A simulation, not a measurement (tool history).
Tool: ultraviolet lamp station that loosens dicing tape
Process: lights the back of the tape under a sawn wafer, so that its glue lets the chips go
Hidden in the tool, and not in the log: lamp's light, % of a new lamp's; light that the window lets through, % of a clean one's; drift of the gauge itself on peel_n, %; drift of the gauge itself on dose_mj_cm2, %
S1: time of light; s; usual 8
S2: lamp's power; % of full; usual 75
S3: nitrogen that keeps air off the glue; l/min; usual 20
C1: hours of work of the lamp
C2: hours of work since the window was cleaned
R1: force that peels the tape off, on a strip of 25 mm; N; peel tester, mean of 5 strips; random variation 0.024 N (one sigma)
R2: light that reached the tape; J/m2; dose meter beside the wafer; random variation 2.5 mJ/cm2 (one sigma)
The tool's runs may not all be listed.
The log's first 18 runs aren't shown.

run	hour	S1	S2	S3	C1	C2	R1	R2
19	786.7	8	88	20	878	248	1.598	2630
20	827.2	8	75	20	896	266	2.091	2290
21	854.4	8	75	20	908	278	2.042	2190
22	904.6	8	75	20	930	299	2.192	2200
23	929	5	75	20	941	310	3.861	1320
24	968.8	11	82	20	958	328	1.052	3230
25	1001.3	16	64	10	972	342	1.551	3640
26	1025.9	11	61	7	983	353	3.525	2380
27	1076.7	15	92	25	1005	375	0.402	4870
28	1114.7	15	92	25	1022	391	0.413	4790
29	1145.9	6	83	25	1036	405	2.678	1740
30	1205.4	10	91	20	1062	431	1.213	3120
31	1234.4	10	91	20	1074	444	1.202	3100
32	1274.2	8	80	20	1092	461	2.215	2130
33	1315	6	85	15	1110	479	3.542	1700
# hour 1335.7: window cleaned of glue's vapour
34	1372	6	93	8	1134	16	3.992	1990
35	1397.6	8	69	35	1146	27	1.925	1940
36	1443.4	5	69	17	1166	47	4.627	1230
37	1499.5	8	82	20	1190	72	2.143	2310
38	1526	8	82	20	1202	83	2.095	2280
39	1561.9	6	89	20	1217	99	2.932	1830
40	1606.7	13	62	20	1237	119	1.479	2690
41	1638.6	10	89	6	1251	133	3.024	2990
42	1670.9	10	89	6	1265	147	3.007	3000

3 ways to go on from here, each from the tool as it stands after run 42. What would each give?
A	1717.9	10	89	34	1286	167	?	?
B	1717.9	6	77	29	1286	167	?	?
C	1717.9	9	97	12	1286	167	?	?

run	R1	R2
A	0.938	2940
B	3.015	1560
C	2.08	2900
Without the tool's hidden state the same runs would have given:
run	R1	R2
A	0.364	4710
B	1.473	2480
C	0.869	4630

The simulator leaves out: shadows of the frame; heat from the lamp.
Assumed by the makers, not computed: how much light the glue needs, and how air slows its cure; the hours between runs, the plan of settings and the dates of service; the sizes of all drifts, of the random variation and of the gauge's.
